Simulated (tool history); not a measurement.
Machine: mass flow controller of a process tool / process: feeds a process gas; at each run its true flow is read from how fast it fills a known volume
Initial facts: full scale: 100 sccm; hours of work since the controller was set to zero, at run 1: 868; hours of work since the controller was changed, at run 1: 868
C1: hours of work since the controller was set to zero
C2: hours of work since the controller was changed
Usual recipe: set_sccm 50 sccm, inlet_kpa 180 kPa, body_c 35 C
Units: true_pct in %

{"run": 1, "day": 0.0, "set_sccm": 50, "inlet_kpa": 180, "body_c": 35, "C1": 868, "C2": 868, "true_pct": 100.49}
{"run": 2, "day": 5.088, "set_sccm": 42, "inlet_kpa": 180, "body_c": 35, "C1": 907, "C2": 907, "true_pct": 100.4}
{"run": 3, "day": 9.658, "set_sccm": 50, "inlet_kpa": 180, "body_c": 35, "C1": 943, "C2": 943, "true_pct": 100.71}
{"run": 4, "day": 12.708, "set_sccm": 50, "inlet_kpa": 164, "body_c": 35, "C1": 966, "C2": 966, "true_pct": 100.45}
{"run": 5, "day": 17.975, "set_sccm": 50, "inlet_kpa": 180, "body_c": 31, "C1": 1007, "C2": 1007, "true_pct": 100.42}
{"run": 6, "day": 21.225, "set_sccm": 50, "inlet_kpa": 180, "body_c": 35, "C1": 1033, "C2": 1033, "true_pct": 100.42}
{"run": 7, "day": 25.062, "set_sccm": 50, "inlet_kpa": 180, "body_c": 35, "C1": 1062, "C2": 1062, "true_pct": 100.59}
{"run": 8, "day": 28.0, "set_sccm": 50, "inlet_kpa": 180, "body_c": 33, "C1": 1085, "C2": 1085, "true_pct": 100.45}
{"run": 9, "day": 30.529, "set_sccm": 50, "inlet_kpa": 180, "body_c": 35, "C1": 1105, "C2": 1105, "true_pct": 100.6}
{"run": 10, "day": 33.392, "set_sccm": 50, "inlet_kpa": 180, "body_c": 35, "C1": 1127, "C2": 1127, "true_pct": 100.51}
{"run": 11, "day": 37.979, "set_sccm": 50, "inlet_kpa": 180, "body_c": 35, "C1": 1163, "C2": 1163, "true_pct": 100.78}
{"run": 12, "day": 41.262, "set_sccm": 50, "inlet_kpa": 180, "body_c": 35, "C1": 1188, "C2": 1188, "true_pct": 100.57}
{"run": 13, "day": 45.883, "set_sccm": 50, "inlet_kpa": 180, "body_c": 35, "C1": 1224, "C2": 1224, "true_pct": 100.72}
{"run": 14, "day": 48.704, "set_sccm": 50, "inlet_kpa": 180, "body_c": 35, "C1": 1246, "C2": 1246, "true_pct": 100.79}
{"run": 15, "day": 52.329, "set_sccm": 50, "inlet_kpa": 180, "body_c": 35, "C1": 1274, "C2": 1274, "true_pct": 100.75}
{"run": 16, "day": 58.15, "set_sccm": 50, "inlet_kpa": 180, "body_c": 35, "C1": 1319, "C2": 1319, "true_pct": 100.7}
{"run": 17, "day": 64.008, "set_sccm": 50, "inlet_kpa": 180, "body_c": 35, "C1": 1365, "C2": 1365, "true_pct": 100.96}
{"run": 18, "day": 66.729, "set_sccm": 50, "inlet_kpa": 180, "body_c": 35, "C1": 1386, "C2": 1386, "true_pct": 100.8}
{"run": 19, "day": 72.521, "set_sccm": 13, "inlet_kpa": 152, "body_c": 35, "C1": 1431, "C2": 1431, "true_pct": 101.85}
{"run": 20, "day": 77.788, "set_sccm": 44, "inlet_kpa": 185, "body_c": 23, "C1": 1472, "C2": 1472, "true_pct": 99.65}
{"run": 21, "day": 83.846, "set_sccm": 27, "inlet_kpa": 173, "body_c": 37, "C1": 1519, "C2": 1519, "true_pct": 101.08}
{"run": 22, "day": 86.329, "set_sccm": 12, "inlet_kpa": 173, "body_c": 37, "C1": 1538, "C2": 1538, "true_pct": 102.45}
{"run": 23, "day": 91.892, "set_sccm": 12, "inlet_kpa": 173, "body_c": 37, "C1": 1581, "C2": 1581, "true_pct": 102.52}
{"run": 24, "day": 97.988, "set_sccm": 12, "inlet_kpa": 173, "body_c": 37, "C1": 1629, "C2": 1629, "true_pct": 102.56}
{"run": 25, "day": 103.104, "set_sccm": 12, "inlet_kpa": 211, "body_c": 37, "C1": 1668, "C2": 1668, "true_pct": 102.7}
{"run": 26, "day": 106.562, "set_sccm": 12, "inlet_kpa": 211, "body_c": 37, "C1": 1695, "C2": 1695, "true_pct": 102.66}
{"run": 27, "day": 110.971, "set_sccm": 70, "inlet_kpa": 180, "body_c": 35, "C1": 1729, "C2": 1729, "true_pct": 101.21}
{"run": 28, "day": 113.421, "set_sccm": 12, "inlet_kpa": 232, "body_c": 37, "C1": 1748, "C2": 1748, "true_pct": 102.99}
{"run": 29, "day": 118.304, "set_sccm": 50, "inlet_kpa": 180, "body_c": 25, "C1": 1786, "C2": 1786, "true_pct": 100.09}
{"run": 30, "day": 121.404, "set_sccm": 65, "inlet_kpa": 145, "body_c": 29, "C1": 1810, "C2": 1810, "true_pct": 100.51}
{"run": 31, "day": 124.358, "set_sccm": 65, "inlet_kpa": 145, "body_c": 29, "C1": 1833, "C2": 1833, "true_pct": 100.67}
{"run": 32, "day": 129.729, "set_sccm": 100, "inlet_kpa": 261, "body_c": 36, "C1": 1875, "C2": 1875, "true_pct": 101.89}
{"run": 33, "day": 135.7, "set_sccm": 100, "inlet_kpa": 261, "body_c": 36, "C1": 1922, "C2": 1922, "true_pct": 101.97}
{"run": 34, "day": 140.175, "set_sccm": 100, "inlet_kpa": 146, "body_c": 39, "C1": 1956, "C2": 1956, "true_pct": 101.97}
{"run": 35, "day": 144.221, "set_sccm": 100, "inlet_kpa": 146, "body_c": 39, "C1": 1988, "C2": 1988, "true_pct": 102.11}

Each row is a separate what-if for the run after 35, all from the same tool condition, not one after another. Results?
{"run": "A", "day": 149.425, "set_sccm": 21, "inlet_kpa": 178, "body_c": 35, "C1": 2028, "C2": 2028, "true_pct": "?"}
{"run": "B", "day": 149.425, "set_sccm": 100, "inlet_kpa": 250, "body_c": 22, "C1": 2028, "C2": 2028, "true_pct": "?"}
{"run": "C", "day": 149.425, "set_sccm": 41, "inlet_kpa": 180, "body_c": 34, "C1": 2028, "C2": 2028, "true_pct": "?"}
{"run": "D", "day": 149.425, "set_sccm": 30, "inlet_kpa": 254, "body_c": 39, "C1": 2028, "C2": 2028, "true_pct": "?"}
{"run": "E", "day": 149.425, "set_sccm": 100, "inlet_kpa": 239, "body_c": 34, "C1": 2028, "C2": 2028, "true_pct": "?"}

run=A true_pct=101.92
run=B true_pct=100.72
run=C true_pct=101.23
run=D true_pct=101.72
run=E true_pct=101.7
Without the tool's hidden state the same runs would have given:
run=A true_pct=99.29
run=B true_pct=99.78
run=C true_pct=99.64
run=D true_pct=99.74
run=E true_pct=100.76
